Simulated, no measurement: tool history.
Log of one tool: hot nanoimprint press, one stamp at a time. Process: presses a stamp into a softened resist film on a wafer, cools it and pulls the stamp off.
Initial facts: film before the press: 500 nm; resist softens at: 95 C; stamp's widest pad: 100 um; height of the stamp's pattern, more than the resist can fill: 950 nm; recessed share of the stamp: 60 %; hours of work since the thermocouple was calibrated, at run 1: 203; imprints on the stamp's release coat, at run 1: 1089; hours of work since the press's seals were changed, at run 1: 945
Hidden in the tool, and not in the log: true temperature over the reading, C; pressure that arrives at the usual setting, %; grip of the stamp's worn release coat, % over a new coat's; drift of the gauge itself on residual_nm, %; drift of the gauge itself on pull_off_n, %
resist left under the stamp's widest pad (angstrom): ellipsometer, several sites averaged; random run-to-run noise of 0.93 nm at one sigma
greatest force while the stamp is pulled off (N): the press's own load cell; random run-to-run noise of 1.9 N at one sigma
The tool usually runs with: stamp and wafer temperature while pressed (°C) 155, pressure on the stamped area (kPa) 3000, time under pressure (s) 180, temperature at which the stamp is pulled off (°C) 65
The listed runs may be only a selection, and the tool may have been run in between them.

run    hour  stamp and wafer temperature while pressed (°C)  pressure on the stamped area (kPa)  time under pressure (s)  temperature at which the stamp is pulled off (°C)  hours of work since the thermocouple was calibrated  imprints on the stamp's release coat  hours of work since the press's seals were changed  resist left under the stamp's widest pad (angstrom)  greatest force while the stamp is pulled off (N)
  1       0                                             155                                3000                      180                                                 65                                                  203                                  1089                                                 945                                                 2446                                               159
  2    50.1                                             155                                3000                      180                                                 65                                                  227                                  1218                                                 969                                                 2455                                               157
  3    82.2                                             155                                3000                      180                                                 65                                                  242                                  1300                                                 985                                                 2450                                               161
  4     137                                             155                                3000                      180                                                 65                                                  269                                  1441                                                1011                                                 2460                                               165
  5   193.3                                             155                                3000                      180                                                 65                                                  295                                  1585                                                1038                                                 2455                                               165
  6   259.6                                             155                                3000                      180                                                 65                                                  327                                  1755                                                1069                                                 2467                                               166
      278.1  -- stamp cleaned and given a new release coat
  7   295.2                                             155                                3000                      180                                                 65                                                  341                                    43                                                1084                                                 2482                                               140
  8   326.1                                             155                                3000                      180                                                 65                                                  356                                   123                                                1098                                                 2487                                               141
  9   387.5                                             155                                3000                      180                                                 65                                                  385                                   280                                                1128                                                 2492                                               146
      419.2  -- plate thermocouple calibrated
 10     427                                             155                                2120                      180                                                 65                                                    4                                   374                                                1145                                                 2865                                               143
 11   480.7                                             155                                3000                      180                                                 59                                                   29                                   511                                                1171                                                 2441                                               167
 12   537.5                                             155                                3000                      180                                                 65                                                   57                                   657                                                1198                                                 2461                                               146
 13   590.8                                             155                                3000                      180                                                 64                                                   82                                   794                                                1223                                                 2457                                               156
 14     630                                             155                                3000                      180                                                 64                                                  101                                   895                                                1242                                                 2477                                               156
 15     696                                             155                                3000                       93                                                 65                                                  132                                  1064                                                1274                                                 3052                                               159
 16   729.2                                             158                                3000                      212                                                 65                                                  148                                  1149                                                1290                                                 2021                                               158
 17   790.9                                             158                                4660                      118                                                 73                                                  178                                  1307                                                1319                                                 2015                                               126
      807.1  -- press's hydraulic seals changed and the load cell set to zero
 18   849.6                                             155                                3000                      180                                                 50                                                  202                                  1437                                                  20                                                 2435                                               224
 19   897.6                                             166                                3000                      180                                                 65                                                  225                                  1561                                                  43                                                 1389                                               169
 20   943.6                                             166                                4200                      180                                                 65                                                  247                                  1679                                                  65                                                 1142                                               172
      992.1  -- stamp cleaned and given a new release coat
 21  1017.2                                             147                                1970                       98                                                 71                                                  279                                    64                                                  98                                                 4385                                               117
 22  1075.1                                             147                                1970                       98                                                 71                                                  307                                   213                                                 125                                                 4400                                               120
 23  1107.5                                             155                                3000                      122                                                 65                                                  322                                   296                                                 141                                                 2779                                               145
 24  1137.4                                             155                                1870                      180                                                 61                                                  337                                   372                                                 155                                                 3084                                               162
 25  1204.9                                             155                                1870                      180                                                 61                                                  369                                   545                                                 187                                                 3092                                               166
 26  1240.3                                             144                                3000                      303                                                 65                                                  386                                   636                                                 204                                                 3604                                               155
     1271.4  -- plate thermocouple calibrated
 27  1286.8                                             144                                1930                      338                                                 72                                                    7                                   748                                                 225                                                 3935                                               122
 28  1315.1                                             144                                1910                      114                                                 68                                                   21                                   821                                                 239                                                 4514                                               141
 29  1370.3                                             155                                3410                       94                                                 65                                                   47                                   962                                                 265                                                 2781                                               150
 30  1407.7                                             155                                2560                      180                                                 65                                                   65                                  1058                                                 283                                                 2595                                               152

What if the next run were any one of these 3? Each begins from the tool's condition after run 30:
  A  1438.9                                             155                                2560                      274                                                 69                                                   80                                  1138                                                 298                                                    ?                                                 ?
  B  1438.9                                             155                                3000                      180                                                 65                                                   80                                  1138                                                 298                                                    ?                                                 ?
  C  1438.9                                             155                                2100                      309                                                 52                                                   80                                  1138                                                 298                                                    ?                                                 ?

run  resist left under the stamp's widest pad (angstrom)  greatest force while the stamp is pulled off (N)
  A                                                 2267                                               143
  B                                                 2411                                               159
  C                                                 2402                                               213
Without the tool's hidden state the same runs would have given:
run  resist left under the stamp's widest pad (angstrom)  greatest force while the stamp is pulled off (N)
  A                                                 2217                                               124
  B                                                 2357                                               139
  C                                                 2352                                               186
